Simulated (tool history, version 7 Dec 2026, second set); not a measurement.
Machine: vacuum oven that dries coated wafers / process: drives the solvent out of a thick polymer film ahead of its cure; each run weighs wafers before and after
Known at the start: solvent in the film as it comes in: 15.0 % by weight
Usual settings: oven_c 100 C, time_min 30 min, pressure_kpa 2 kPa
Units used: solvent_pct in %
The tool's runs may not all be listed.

run 1 hour=0 | oven_c=100 time_min=30 pressure_kpa=2 | solvent_pct=1.64
run 2 hour=36.6 | oven_c=100 time_min=30 pressure_kpa=2 | solvent_pct=1.69
run 3 hour=75.4 | oven_c=100 time_min=30 pressure_kpa=2 | solvent_pct=1.72
run 4 hour=116.5 | oven_c=100 time_min=34 pressure_kpa=2 | solvent_pct=1.34
run 5 hour=140 | oven_c=100 time_min=36 pressure_kpa=2 | solvent_pct=1.23
run 6 hour=188.2 | oven_c=100 time_min=36 pressure_kpa=2 | solvent_pct=1.26
run 7 hour=229.9 | oven_c=100 time_min=30 pressure_kpa=2.26 | solvent_pct=1.73
run 8 hour=281.8 | oven_c=100 time_min=41 pressure_kpa=2 | solvent_pct=1.06
run 9 hour=314.3 | oven_c=100 time_min=41 pressure_kpa=2 | solvent_pct=1.03
run 10 hour=357.9 | oven_c=102 time_min=21 pressure_kpa=1.79 | solvent_pct=2.44
run 11 hour=397.2 | oven_c=100 time_min=44 pressure_kpa=1.37 | solvent_pct=0.76
run 12 hour=427.4 | oven_c=110 time_min=30 pressure_kpa=2 | solvent_pct=0.59
run 13 hour=478.3 | oven_c=91 time_min=36 pressure_kpa=6.74 | solvent_pct=4.35
run 14 hour=508.1 | oven_c=98 time_min=42 pressure_kpa=6.74 | solvent_pct=2.49

3 options for the next run, each taken on its own from the tool as it stands now. Forecast them:
run A hour=536.1 | oven_c=100 time_min=30 pressure_kpa=4.97 | solvent_pct=?
run B hour=536.1 | oven_c=92 time_min=41 pressure_kpa=5.45 | solvent_pct=?
run C hour=536.1 | oven_c=100 time_min=29 pressure_kpa=2.71 | solvent_pct=?

run=A solvent_pct=2.34
run=B solvent_pct=3.28
run=C solvent_pct=1.98
Without the tool's hidden state the same runs would have given:
run=A solvent_pct=2.33
run=B solvent_pct=3.26
run=C solvent_pct=1.97
